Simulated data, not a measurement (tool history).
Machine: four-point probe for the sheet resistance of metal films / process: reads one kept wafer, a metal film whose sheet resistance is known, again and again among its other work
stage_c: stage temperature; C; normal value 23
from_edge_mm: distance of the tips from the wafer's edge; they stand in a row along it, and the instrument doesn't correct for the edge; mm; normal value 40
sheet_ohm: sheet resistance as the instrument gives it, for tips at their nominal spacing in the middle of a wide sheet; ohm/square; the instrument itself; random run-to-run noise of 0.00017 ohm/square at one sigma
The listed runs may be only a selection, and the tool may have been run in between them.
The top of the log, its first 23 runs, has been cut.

run	hour	stage_c	from_edge_mm	sheet_ohm
24	868.3	33	40	0.833862
25	921.0	33	40	0.833846
26	965.2	28	56	0.836754
27	998.7	28	6	0.856168
28	1039.2	22	40	0.840642
29	1070.7	33	12	0.839425
30	1102.0	33	12	0.839339
31	1139.8	33	12	0.840197
32	1163.3	23	8	0.851370
33	1193.6	27	66	0.838107
34	1233.6	23	14	0.844232
35	1257.2	28	4	0.880957
36	1296.2	29	20	0.839547
37	1331.8	29	9	0.846641
38	1375.8	33	18	0.838535
39	1399.0	33	18	0.838338
40	1432.2	32	48	0.837201
41	1488.3	24	41	0.841736
42	1516.4	24	41	0.841692
43	1547.8	34	12	0.841512
# hour 1557.2: new probe head fitted
44	1599.3	34	12	0.832987
45	1650.6	34	12	0.833460

Here are 3 independent what-if runs from the current tool condition. What would each one return?
A	1702.6	26	12	?
B	1702.6	31	5	?
C	1702.6	26	6	?

run	sheet_ohm
A	0.837744
B	0.858100
C	0.852186
Without the tool's hidden state the same runs would have given:
run	sheet_ohm
A	0.836653
B	0.856974
C	0.851079

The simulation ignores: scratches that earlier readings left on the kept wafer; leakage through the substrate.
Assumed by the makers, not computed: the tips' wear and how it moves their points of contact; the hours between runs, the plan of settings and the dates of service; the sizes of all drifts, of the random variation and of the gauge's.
